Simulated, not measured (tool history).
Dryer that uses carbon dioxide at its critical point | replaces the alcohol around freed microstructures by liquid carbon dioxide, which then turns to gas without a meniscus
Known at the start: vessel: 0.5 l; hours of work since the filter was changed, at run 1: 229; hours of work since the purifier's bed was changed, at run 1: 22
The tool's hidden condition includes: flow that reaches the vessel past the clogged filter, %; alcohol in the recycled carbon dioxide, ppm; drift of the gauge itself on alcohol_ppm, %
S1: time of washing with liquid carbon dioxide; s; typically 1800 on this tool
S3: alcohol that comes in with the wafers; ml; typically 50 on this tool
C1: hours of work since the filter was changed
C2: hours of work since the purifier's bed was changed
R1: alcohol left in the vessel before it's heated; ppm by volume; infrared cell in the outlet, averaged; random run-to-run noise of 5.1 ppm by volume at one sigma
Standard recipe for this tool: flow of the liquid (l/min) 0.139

{"run": 1, "hour": 0.0, "S1": 1800, "flow of the liquid (l/min)": 0.139, "S3": 50, "C1": 229, "C2": 22, "R1": 101}
{"run": 2, "hour": 9.5, "S1": 1800, "flow of the liquid (l/min)": 0.139, "S3": 109, "C1": 233, "C2": 27, "R1": 215}
{"run": 3, "hour": 21.7, "S1": 1800, "flow of the liquid (l/min)": 0.139, "S3": 109, "C1": 239, "C2": 32, "R1": 223}
{"run": 4, "hour": 32.6, "S1": 1800, "flow of the liquid (l/min)": 0.139, "S3": 109, "C1": 244, "C2": 38, "R1": 224}
{"run": 5, "hour": 38.9, "S1": 1800, "flow of the liquid (l/min)": 0.139, "S3": 109, "C1": 247, "C2": 40, "R1": 213}
{"run": 6, "hour": 50.9, "S1": 1800, "flow of the liquid (l/min)": 0.139, "S3": 109, "C1": 253, "C2": 46, "R1": 219}
{"run": 7, "hour": 56.3, "S1": 1800, "flow of the liquid (l/min)": 0.139, "S3": 50, "C1": 255, "C2": 49, "R1": 101}
{"run": 8, "hour": 67.6, "S1": 1800, "flow of the liquid (l/min)": 0.139, "S3": 50, "C1": 261, "C2": 54, "R1": 112}
{"run": 9, "hour": 79.2, "S1": 1800, "flow of the liquid (l/min)": 0.139, "S3": 50, "C1": 266, "C2": 59, "R1": 114}
{"run": 10, "hour": 86.2, "S1": 1800, "flow of the liquid (l/min)": 0.139, "S3": 50, "C1": 269, "C2": 63, "R1": 105}
{"run": 11, "hour": 92.4, "S1": 1800, "flow of the liquid (l/min)": 0.139, "S3": 27, "C1": 272, "C2": 66, "R1": 68}
{"run": 12, "hour": 102.0, "S1": 1800, "flow of the liquid (l/min)": 0.139, "S3": 27, "C1": 277, "C2": 70, "R1": 66}
{"run": 13, "hour": 113.4, "S1": 1800, "flow of the liquid (l/min)": 0.139, "S3": 50, "C1": 282, "C2": 76, "R1": 111}
{"run": 14, "hour": 124.6, "S1": 1800, "flow of the liquid (l/min)": 0.139, "S3": 50, "C1": 287, "C2": 81, "R1": 118}
{"run": 15, "hour": 130.9, "S1": 2100, "flow of the liquid (l/min)": 0.139, "S3": 50, "C1": 290, "C2": 84, "R1": 47}
{"run": 16, "hour": 138.9, "S1": 1200, "flow of the liquid (l/min)": 0.105, "S3": 50, "C1": 294, "C2": 88, "R1": 3136}
{"run": 17, "hour": 145.8, "S1": 1800, "flow of the liquid (l/min)": 0.139, "S3": 37, "C1": 297, "C2": 91, "R1": 92}
{"run": 18, "hour": 154.0, "S1": 1800, "flow of the liquid (l/min)": 0.086, "S3": 72, "C1": 301, "C2": 95, "R1": 2061}
{"run": 19, "hour": 164.5, "S1": 1440, "flow of the liquid (l/min)": 0.086, "S3": 115, "C1": 306, "C2": 100, "R1": 7515}
{"run": 20, "hour": 176.4, "S1": 2760, "flow of the liquid (l/min)": 0.189, "S3": 48, "C1": 312, "C2": 105, "R1": 14}
{"run": 21, "hour": 183.9, "S1": 2460, "flow of the liquid (l/min)": 0.235, "S3": 42, "C1": 315, "C2": 109, "R1": 27}
{"run": 22, "hour": 192.2, "S1": 2160, "flow of the liquid (l/min)": 0.142, "S3": 50, "C1": 319, "C2": 113, "R1": 44}
{"run": 23, "hour": 203.7, "S1": 2820, "flow of the liquid (l/min)": 0.084, "S3": 28, "C1": 325, "C2": 118, "R1": 108}
{"run": 24, "hour": 214.9, "S1": 2820, "flow of the liquid (l/min)": 0.185, "S3": 82, "C1": 330, "C2": 123, "R1": 22}
{"run": 25, "hour": 224.1, "S1": 1500, "flow of the liquid (l/min)": 0.185, "S3": 82, "C1": 334, "C2": 128, "R1": 114}
{"run": 26, "hour": 233.4, "S1": 1800, "flow of the liquid (l/min)": 0.229, "S3": 88, "C1": 339, "C2": 132, "R1": 15}
{"run": 27, "hour": 242.5, "S1": 1800, "flow of the liquid (l/min)": 0.229, "S3": 88, "C1": 343, "C2": 136, "R1": 24}
{"run": 28, "hour": 254.2, "S1": 1200, "flow of the liquid (l/min)": 0.085, "S3": 41, "C1": 348, "C2": 142, "R1": 5145}
{"run": 29, "hour": 264.0, "S1": 1200, "flow of the liquid (l/min)": 0.085, "S3": 28, "C1": 353, "C2": 146, "R1": 3399}
{"run": 30, "hour": 269.7, "S1": 2760, "flow of the liquid (l/min)": 0.139, "S3": 46, "C1": 356, "C2": 149, "R1": 27}

Below are 5 alternative next runs, each starting from the tool's condition after run 30. Predict each:
{"run": "A", "hour": 276.0, "S1": 2160, "flow of the liquid (l/min)": 0.139, "S3": 44, "C1": 359, "C2": 152, "R1": "?"}
{"run": "B", "hour": 276.0, "S1": 1980, "flow of the liquid (l/min)": 0.095, "S3": 29, "C1": 359, "C2": 152, "R1": "?"}
{"run": "C", "hour": 276.0, "S1": 1260, "flow of the liquid (l/min)": 0.142, "S3": 40, "C1": 359, "C2": 152, "R1": "?"}
{"run": "D", "hour": 276.0, "S1": 2220, "flow of the liquid (l/min)": 0.127, "S3": 22, "C1": 359, "C2": 152, "R1": "?"}
{"run": "E", "hour": 276.0, "S1": 2760, "flow of the liquid (l/min)": 0.134, "S3": 46, "C1": 359, "C2": 152, "R1": "?"}

run=A R1=43
run=B R1=377
run=C R1=671
run=D R1=41
run=E R1=33
With the hidden condition removed and each run's random variation left untouched, the same runs would have given:
run=A R1=12
run=B R1=224
run=C R1=418
run=D R1=13
run=E R1=13

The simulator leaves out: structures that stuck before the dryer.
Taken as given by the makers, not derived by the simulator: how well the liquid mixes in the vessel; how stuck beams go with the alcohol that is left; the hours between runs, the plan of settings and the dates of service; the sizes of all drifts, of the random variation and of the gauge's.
